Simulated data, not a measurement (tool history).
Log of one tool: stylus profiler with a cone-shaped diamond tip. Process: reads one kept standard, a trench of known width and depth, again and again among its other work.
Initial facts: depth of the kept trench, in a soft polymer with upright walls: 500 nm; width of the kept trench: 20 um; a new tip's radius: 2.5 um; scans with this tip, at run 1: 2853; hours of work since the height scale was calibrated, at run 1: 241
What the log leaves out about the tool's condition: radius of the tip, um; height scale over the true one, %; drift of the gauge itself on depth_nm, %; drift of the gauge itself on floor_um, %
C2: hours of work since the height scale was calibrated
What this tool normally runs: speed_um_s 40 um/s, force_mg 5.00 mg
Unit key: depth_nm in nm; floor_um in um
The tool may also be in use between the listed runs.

{"run": 1, "hour": 0.0, "speed_um_s": 40, "force_mg": 5.0, "scans with this tip": 2853, "C2": 241, "depth_nm": 507.91, "floor_um": 16.2}
{"run": 2, "hour": 11.8, "speed_um_s": 40, "force_mg": 5.0, "scans with this tip": 2927, "C2": 247, "depth_nm": 507.92, "floor_um": 16.17}
{"run": 3, "hour": 28.5, "speed_um_s": 40, "force_mg": 5.0, "scans with this tip": 3032, "C2": 256, "depth_nm": 507.89, "floor_um": 16.16}
{"run": 4, "hour": 45.3, "speed_um_s": 18, "force_mg": 5.0, "scans with this tip": 3137, "C2": 265, "depth_nm": 507.86, "floor_um": 16.27}
{"run": 5, "hour": 65.7, "speed_um_s": 18, "force_mg": 5.0, "scans with this tip": 3265, "C2": 276, "depth_nm": 507.98, "floor_um": 16.22}
{"run": 6, "hour": 83.7, "speed_um_s": 50, "force_mg": 5.0, "scans with this tip": 3377, "C2": 285, "depth_nm": 507.67, "floor_um": 16.04}
{"run": 7, "hour": 99.7, "speed_um_s": 50, "force_mg": 5.0, "scans with this tip": 3477, "C2": 294, "depth_nm": 507.75, "floor_um": 16.02}
{"run": 8, "hour": 116.6, "speed_um_s": 50, "force_mg": 5.0, "scans with this tip": 3583, "C2": 303, "depth_nm": 507.67, "floor_um": 16.03}
{"run": 9, "hour": 133.0, "speed_um_s": 50, "force_mg": 5.0, "scans with this tip": 3685, "C2": 311, "depth_nm": 507.97, "floor_um": 16.01}
{"run": 10, "hour": 148.9, "speed_um_s": 68, "force_mg": 5.0, "scans with this tip": 3785, "C2": 320, "depth_nm": 508.09, "floor_um": 15.89}
{"run": 11, "hour": 166.3, "speed_um_s": 68, "force_mg": 5.0, "scans with this tip": 3894, "C2": 329, "depth_nm": 507.84, "floor_um": 15.88}
{"run": 12, "hour": 174.8, "speed_um_s": 40, "force_mg": 5.0, "scans with this tip": 3947, "C2": 333, "depth_nm": 508.0, "floor_um": 15.96}
{"hour": 176.7, "done": "height scale calibrated on a step standard"}
{"run": 13, "hour": 184.4, "speed_um_s": 40, "force_mg": 5.0, "scans with this tip": 4004, "C2": 4, "depth_nm": 508.34, "floor_um": 16.01}
{"run": 14, "hour": 203.5, "speed_um_s": 40, "force_mg": 8.15, "scans with this tip": 4124, "C2": 14, "depth_nm": 511.13, "floor_um": 16.03}
{"run": 15, "hour": 221.0, "speed_um_s": 40, "force_mg": 8.15, "scans with this tip": 4234, "C2": 23, "depth_nm": 511.29, "floor_um": 16.03}
{"run": 16, "hour": 231.8, "speed_um_s": 40, "force_mg": 8.15, "scans with this tip": 4301, "C2": 29, "depth_nm": 511.41, "floor_um": 15.96}
{"run": 17, "hour": 248.0, "speed_um_s": 40, "force_mg": 8.15, "scans with this tip": 4403, "C2": 38, "depth_nm": 511.36, "floor_um": 15.9}
{"run": 18, "hour": 258.0, "speed_um_s": 68, "force_mg": 1.72, "scans with this tip": 4465, "C2": 43, "depth_nm": 504.77, "floor_um": 15.49}
{"run": 19, "hour": 274.6, "speed_um_s": 68, "force_mg": 1.72, "scans with this tip": 4569, "C2": 52, "depth_nm": 504.59, "floor_um": 15.48}
{"hour": 285.6, "done": "height scale calibrated on a step standard, once more"}
{"run": 20, "hour": 286.0, "speed_um_s": 55, "force_mg": 5.0, "scans with this tip": 4637, "C2": 0, "depth_nm": 507.06, "floor_um": 15.82}
{"run": 21, "hour": 297.0, "speed_um_s": 42, "force_mg": 5.0, "scans with this tip": 4706, "C2": 6, "depth_nm": 507.17, "floor_um": 15.84}
{"run": 22, "hour": 310.3, "speed_um_s": 42, "force_mg": 5.0, "scans with this tip": 4789, "C2": 13, "depth_nm": 507.11, "floor_um": 15.83}
{"run": 23, "hour": 320.1, "speed_um_s": 11, "force_mg": 10.55, "scans with this tip": 4850, "C2": 18, "depth_nm": 511.86, "floor_um": 15.94}

Per-run results on a tool with no hidden state, each run keeping its own random variation:
run=1 depth_nm=507.40 floor_um=16.81
run=2 depth_nm=507.40 floor_um=16.79
run=3 depth_nm=507.36 floor_um=16.80
run=4 depth_nm=507.30 floor_um=16.94
run=5 depth_nm=507.41 floor_um=16.92
run=6 depth_nm=507.08 floor_um=16.76
run=7 depth_nm=507.14 floor_um=16.76
run=8 depth_nm=507.04 floor_um=16.79
run=9 depth_nm=507.33 floor_um=16.79
run=10 depth_nm=507.43 floor_um=16.69
run=11 depth_nm=507.16 floor_um=16.70
run=12 depth_nm=507.31 floor_um=16.80
run=13 depth_nm=507.31 floor_um=16.85
run=14 depth_nm=510.06 floor_um=16.90
run=15 depth_nm=510.21 floor_um=16.92
run=16 depth_nm=510.32 floor_um=16.87
run=17 depth_nm=510.26 floor_um=16.83
run=18 depth_nm=503.67 floor_um=16.43
run=19 depth_nm=503.47 floor_um=16.45
run=20 depth_nm=507.13 floor_um=16.80
run=21 depth_nm=507.23 floor_um=16.83
run=22 depth_nm=507.16 floor_um=16.84
run=23 depth_nm=511.90 floor_um=16.97
